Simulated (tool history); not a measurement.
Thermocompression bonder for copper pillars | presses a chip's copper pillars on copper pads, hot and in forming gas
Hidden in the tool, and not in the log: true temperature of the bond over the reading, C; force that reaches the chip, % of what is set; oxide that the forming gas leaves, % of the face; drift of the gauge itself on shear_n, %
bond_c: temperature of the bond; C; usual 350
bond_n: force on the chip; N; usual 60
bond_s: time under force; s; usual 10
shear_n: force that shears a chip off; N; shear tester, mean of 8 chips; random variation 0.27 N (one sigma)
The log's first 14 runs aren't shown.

run	day	bond_c	bond_n	bond_s	hours of work since the heater was calibrated	hours of work since the force cell was calibrated	hours of work since the gas filter was changed	shear_n
15	29.412	350	60	10	1147	564	102	46.3
16	31.367	350	60	10	1173	590	129	46
# day 33.225: heater calibrated with a thermocouple chip
17	33.983	350	60	10	10	625	163	46.5
# day 35.504: forming gas filter changed
18	35.533	335	49	22	31	645	0	51.8
19	38.208	335	48	6	67	682	37	29.7
20	40.867	335	48	8	103	718	73	33.5
21	42.458	367	76	10	125	739	94	60.5
22	45.238	321	42	14	162	777	132	33.9
23	46.742	321	42	14	183	797	152	33.7
24	48.458	347	47	6	206	821	176	31.8
# day 48.988: forming gas filter changed
25	50.812	347	47	6	238	852	25	32.4
26	52.612	373	44	6	262	877	49	38.2
27	54.833	373	44	6	292	907	79	37.9
28	57.438	373	44	6	328	942	114	37.8
29	58.854	373	41	6	347	961	134	35.6
30	61.279	373	41	6	380	994	167	36.1
# day 62.446: forming gas filter changed
31	62.838	373	41	6	400	1015	5	37
32	65.362	367	46	27	435	1049	40	65.5
33	67.65	335	57	8	466	1080	71	36.7

Forecast each of these 3 alternatives for the next run:
A	70.4	335	57	8	503	1117	108	?
B	70.4	335	78	10	503	1117	108	?
C	70.4	335	58	15	503	1117	108	?

run	shear_n
A	36.4
B	48
C	47.4
Without the tool's hidden state the same runs would have given:
run	shear_n
A	38.6
B	50.7
C	50.1
